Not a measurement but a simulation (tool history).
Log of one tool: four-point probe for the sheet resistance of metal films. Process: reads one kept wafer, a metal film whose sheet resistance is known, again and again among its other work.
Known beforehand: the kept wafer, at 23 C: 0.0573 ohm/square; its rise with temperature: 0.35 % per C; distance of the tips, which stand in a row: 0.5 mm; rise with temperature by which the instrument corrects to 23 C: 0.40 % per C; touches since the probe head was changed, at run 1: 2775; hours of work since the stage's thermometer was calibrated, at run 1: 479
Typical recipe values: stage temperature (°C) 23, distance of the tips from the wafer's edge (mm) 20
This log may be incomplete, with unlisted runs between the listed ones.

run   hour  stage temperature (°C)  distance of the tips from the wafer's edge (mm)  touches since the probe head was changed  hours of work since the stage's thermometer was calibrated  sheet resistance as the instrument gives it (ohm/square)
  1      0                      23                                               20                                      2775                                                         479                                                   0.05731
  2   14.1                      23                                               20                                      3718                                                         490                                                  0.057298
  3   34.1                      23                                               20                                      5048                                                         506                                                  0.057313
  4   53.7                      23                                               20                                      6354                                                         521                                                  0.057317
  5   79.5                      29                                               20                                      8074                                                         541                                                  0.057136
  6    101                      29                                               20                                      9505                                                         558                                                  0.057142
  7  124.1                      23                                               22                                     11050                                                         576                                                  0.057317
  8  154.2                      23                                               22                                     13052                                                         600                                                  0.057313
  9    181                      23                                               22                                     14838                                                         621                                                  0.057311
 10  213.7                      23                                               20                                     17022                                                         646                                                  0.057316
 11  244.9                      33                                               20                                     19097                                                         671                                                  0.057036
 12  266.5                      23                                               20                                     20540                                                         688                                                  0.057298
 13  296.1                      23                                               20                                     22512                                                         711                                                  0.057318
 14  317.7                      23                                               36                                     23951                                                         728                                                  0.057303
 15  332.1                      23                                               36                                     24910                                                         739                                                  0.057318
 16  354.6                      19                                               46                                     26413                                                         757                                                  0.057406
 17    388                      33                                                9                                     28634                                                         783                                                  0.057102
 18  412.5                      24                                               20                                     30274                                                         802                                                  0.057292
 19  438.2                      22                                                6                                     31982                                                         822                                                  0.057545
 20  463.1                      30                                                5                                     33641                                                         841                                                  0.057407
 21  494.7                      26                                               18                                     35748                                                         866                                                  0.057231
 22  525.1                      24                                               42                                     37774                                                         890                                                  0.057287
 23    545                      19                                               37                                     39104                                                         905                                                  0.057412

Predict each of these 5 candidate next runs independently; none follows another, all start after run 23:
  A   571                      34                                                4                                     40833                                                         926                                                         ?
  B   571                      20                                                5                                     40833                                                         926                                                         ?
  C   571                      23                                                8                                     40833                                                         926                                                         ?
  D   571                      29                                               15                                     40833                                                         926                                                         ?
  E   571                      22                                               50                                     40833                                                         926                                                         ?

run  sheet resistance as the instrument gives it (ohm/square)
  A                                                  0.057456
  B                                                  0.057697
  C                                                  0.057433
  D                                                  0.057146
  E                                                  0.057333
With no hidden state in the tool, these same runs would have given:
run  sheet resistance as the instrument gives it (ohm/square)
  A                                                  0.057461
  B                                                  0.057703
  C                                                  0.057438
  D                                                  0.057152
  E                                                  0.057338

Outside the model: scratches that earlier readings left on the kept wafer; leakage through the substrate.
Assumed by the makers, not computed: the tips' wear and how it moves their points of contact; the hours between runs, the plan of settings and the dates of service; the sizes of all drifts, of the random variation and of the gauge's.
